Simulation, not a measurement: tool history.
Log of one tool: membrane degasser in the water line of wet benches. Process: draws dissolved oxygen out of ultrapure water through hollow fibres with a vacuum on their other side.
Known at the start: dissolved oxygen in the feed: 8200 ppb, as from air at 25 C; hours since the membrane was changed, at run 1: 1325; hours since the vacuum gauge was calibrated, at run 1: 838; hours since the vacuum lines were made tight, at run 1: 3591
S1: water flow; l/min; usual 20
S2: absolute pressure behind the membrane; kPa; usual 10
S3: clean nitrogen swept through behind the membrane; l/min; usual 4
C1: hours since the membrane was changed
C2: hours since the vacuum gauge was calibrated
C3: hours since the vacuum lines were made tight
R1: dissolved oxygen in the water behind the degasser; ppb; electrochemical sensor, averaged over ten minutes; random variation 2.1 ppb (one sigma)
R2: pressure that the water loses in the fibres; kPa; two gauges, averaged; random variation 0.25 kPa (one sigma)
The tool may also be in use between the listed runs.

| run | hour | S1 | S2 | S3 | C1 | C2 | C3 | R1 | R2 |
|---|---|---|---|---|---|---|---|---|---|
| 1 | 0 | 20 | 10 | 4 | 1325 | 838 | 3591 | 213.2 | 65.17 |
| 2 | 53.8 | 20 | 10 | 4 | 1379 | 892 | 3645 | 212 | 64.57 |
| 3 | 77.8 | 20 | 10 | 4 | 1403 | 916 | 3669 | 210.8 | 64.53 |
| 4 | 120.6 | 20 | 10 | 4 | 1446 | 959 | 3712 | 211.3 | 64.44 |
| 5 | 153.2 | 20 | 10 | 4 | 1479 | 992 | 3745 | 211.5 | 64.13 |
| 6 | 184.8 | 20 | 10 | 4 | 1510 | 1023 | 3776 | 211.9 | 64.32 |
| 7 | 240.1 | 20 | 10 | 4 | 1566 | 1078 | 3831 | 213.9 | 64.06 |
| 8 | 294.2 | 20 | 10 | 4 | 1620 | 1132 | 3886 | 211.3 | 64.24 |
| 9 | 321.3 | 20 | 10 | 4 | 1647 | 1160 | 3913 | 214.3 | 64.28 |
| 10 | 371.6 | 20 | 10 | 4 | 1697 | 1210 | 3963 | 212.2 | 64.15 |
| 11 | 400.2 | 28 | 10 | 4 | 1726 | 1238 | 3992 | 403.5 | 89.08 |
| 12 | 430 | 28 | 10 | 4 | 1755 | 1268 | 4021 | 400.1 | 89.03 |
| 13 | 485.5 | 20 | 10 | 4 | 1811 | 1324 | 4077 | 210.1 | 63.42 |
| 14 | 523 | 20 | 10 | 4 | 1848 | 1361 | 4114 | 212 | 63.35 |
| 15 | 575.7 | 20 | 10 | 4 | 1901 | 1414 | 4167 | 213.4 | 63.32 |
|  | 601.2 | gauge calibrated |
| 16 | 614.7 | 20 | 10 | 4 | 1940 | 1453 | 4206 | 214.5 | 64.74 |
| 17 | 663.4 | 20 | 10 | 4 | 1989 | 1502 | 4255 | 213.9 | 64.22 |
| 18 | 703.9 | 29 | 10 | 5.03 | 2029 | 1542 | 4295 | 411 | 93.61 |
| 19 | 733.8 | 14 | 13.1 | 4 | 2059 | 1572 | 4325 | 133.1 | 45.09 |
| 20 | 782.1 | 13 | 16.2 | 4.63 | 2108 | 1620 | 4373 | 124.3 | 42.14 |
| 21 | 815 | 20 | 10 | 3.13 | 2140 | 1653 | 4406 | 238.5 | 64.16 |
| 22 | 855 | 29 | 10 | 5.35 | 2180 | 1693 | 4446 | 401.1 | 92.92 |
| 23 | 883.5 | 18 | 17.2 | 7.96 | 2209 | 1722 | 4475 | 176.5 | 57.78 |
| 24 | 929.4 | 18 | 17.2 | 7.96 | 2255 | 1768 | 4521 | 176.7 | 57.47 |
| 25 | 958.1 | 27 | 10 | 9.56 | 2283 | 1796 | 4549 | 318 | 85.55 |
| 26 | 1005.3 | 20 | 6 | 1.87 | 2331 | 1844 | 4597 | 195.6 | 63.36 |
| 27 | 1056.8 | 20 | 6.1 | 2.78 | 2382 | 1895 | 4648 | 180.2 | 63.47 |
| 28 | 1106.1 | 19 | 12.2 | 2.8 | 2432 | 1944 | 4697 | 257.7 | 60.15 |
| 29 | 1128.8 | 20 | 6.3 | 3.07 | 2454 | 1967 | 4720 | 180.8 | 63.25 |
| 30 | 1176.9 | 20 | 6.3 | 3.07 | 2502 | 2015 | 4768 | 178.5 | 63.29 |
| 31 | 1216.3 | 20 | 6.3 | 3.07 | 2542 | 2055 | 4808 | 180.2 | 63.05 |

3 ways to go on from here, each from the tool as it stands after run 31. What would each give?
| A | 1270.5 | 28 | 16 | 6.09 | 2596 | 2109 | 4862 | ? | ? |
| B | 1270.5 | 14 | 13.5 | 1.65 | 2596 | 2109 | 4862 | ? | ? |
| C | 1270.5 | 20 | 10.1 | 3.07 | 2596 | 2109 | 4862 | ? | ? |

| run | R1 | R2 |
|---|---|---|
| A | 423.3 | 88.24 |
| B | 245.7 | 44.08 |
| C | 236.6 | 63.3 |
Without the tool's hidden state the same runs would have given:
| run | R1 | R2 |
|---|---|---|
| A | 423 | 90.97 |
| B | 245.5 | 45.44 |
| C | 236.4 | 65.25 |

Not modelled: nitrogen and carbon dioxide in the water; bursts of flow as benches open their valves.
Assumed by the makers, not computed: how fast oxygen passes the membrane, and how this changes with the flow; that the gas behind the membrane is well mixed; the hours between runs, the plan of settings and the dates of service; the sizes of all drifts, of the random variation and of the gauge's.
